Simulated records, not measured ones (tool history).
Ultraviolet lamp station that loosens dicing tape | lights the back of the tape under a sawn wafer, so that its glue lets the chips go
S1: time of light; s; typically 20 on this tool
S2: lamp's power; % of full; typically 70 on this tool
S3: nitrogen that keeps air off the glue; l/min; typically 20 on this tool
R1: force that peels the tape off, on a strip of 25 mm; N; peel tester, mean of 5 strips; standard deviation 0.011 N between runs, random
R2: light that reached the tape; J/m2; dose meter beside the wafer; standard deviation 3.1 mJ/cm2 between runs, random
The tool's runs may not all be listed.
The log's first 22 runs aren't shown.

| run | hour | S1 | S2 | S3 | R1 | R2 |
|---|---|---|---|---|---|---|
| 23 | 840.2 | 23 | 80 | 20 | 0.421 | 5170 |
| 24 | 876.3 | 23 | 80 | 20 | 0.434 | 5120 |
| 25 | 906.9 | 23 | 80 | 20 | 0.429 | 5080 |
| 26 | 950.8 | 13 | 94 | 20 | 1.008 | 3310 |
| 27 | 979.2 | 10 | 92 | 20 | 1.583 | 2490 |
| 28 | 1017 | 22 | 73 | 8 | 0.894 | 4280 |
| 29 | 1049.8 | 35 | 95 | 8 | 0.252 | 8830 |
| 30 | 1097.1 | 35 | 95 | 8 | 0.259 | 8790 |
| 31 | 1119.3 | 31 | 97 | 18 | 0.223 | 7870 |
| 32 | 1151.2 | 20 | 83 | 36 | 0.49 | 4250 |

Estimate the outcome of run 33 from the log above:
| 33 | 1180.1 | 20 | 99 | 28 | ? | ? |

Run 33 produced R1 0.397 N, R2 5060 J/m2.
Take away the tool's hidden state, keep the run-to-run variation as it was, and the same run would have given R1 0.258 N, R2 6610 J/m2.
